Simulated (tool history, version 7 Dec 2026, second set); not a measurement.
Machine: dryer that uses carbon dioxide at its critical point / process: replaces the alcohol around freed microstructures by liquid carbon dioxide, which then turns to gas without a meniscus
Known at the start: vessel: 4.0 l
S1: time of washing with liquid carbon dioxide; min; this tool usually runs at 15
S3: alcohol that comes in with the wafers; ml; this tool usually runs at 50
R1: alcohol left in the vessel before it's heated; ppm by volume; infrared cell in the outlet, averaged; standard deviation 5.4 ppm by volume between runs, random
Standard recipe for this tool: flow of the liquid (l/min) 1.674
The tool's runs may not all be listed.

{"run": 1, "hour": 0.0, "S1": 15, "flow of the liquid (l/min)": 1.674, "S3": 50, "R1": 176}
{"run": 2, "hour": 13.0, "S1": 15, "flow of the liquid (l/min)": 1.674, "S3": 50, "R1": 190}
{"run": 3, "hour": 27.3, "S1": 15, "flow of the liquid (l/min)": 1.674, "S3": 50, "R1": 174}
{"run": 4, "hour": 35.8, "S1": 15, "flow of the liquid (l/min)": 1.674, "S3": 50, "R1": 174}
{"run": 5, "hour": 48.6, "S1": 15, "flow of the liquid (l/min)": 1.674, "S3": 50, "R1": 186}
{"run": 6, "hour": 63.2, "S1": 15, "flow of the liquid (l/min)": 1.674, "S3": 50, "R1": 192}
{"run": 7, "hour": 73.8, "S1": 22, "flow of the liquid (l/min)": 1.674, "S3": 50, "R1": 35}
{"run": 8, "hour": 82.6, "S1": 22, "flow of the liquid (l/min)": 1.674, "S3": 50, "R1": 38}
{"run": 9, "hour": 89.4, "S1": 9, "flow of the liquid (l/min)": 1.674, "S3": 50, "R1": 934}
{"run": 10, "hour": 100.3, "S1": 15, "flow of the liquid (l/min)": 1.17, "S3": 20, "R1": 274}
{"run": 11, "hour": 111.8, "S1": 17, "flow of the liquid (l/min)": 1.36, "S3": 75, "R1": 363}

Below are 5 alternative next runs, each starting from the tool's condition after run 11. Predict each:
{"run": "A", "hour": 124.8, "S1": 15, "flow of the liquid (l/min)": 1.674, "S3": 91, "R1": "?"}
{"run": "B", "hour": 124.8, "S1": 13, "flow of the liquid (l/min)": 1.7, "S3": 27, "R1": "?"}
{"run": "C", "hour": 124.8, "S1": 10, "flow of the liquid (l/min)": 1.31, "S3": 120, "R1": "?"}
{"run": "D", "hour": 124.8, "S1": 10, "flow of the liquid (l/min)": 2.76, "S3": 39, "R1": "?"}
{"run": "E", "hour": 124.8, "S1": 11, "flow of the liquid (l/min)": 1.674, "S3": 50, "R1": "?"}

run=A R1=312
run=B R1=183
run=C R1=3145
run=D R1=117
run=E R1=529
What these runs would have given with no unlogged condition in the tool:
run=A R1=235
run=B R1=135
run=C R1=2781
run=D R1=77
run=E R1=432
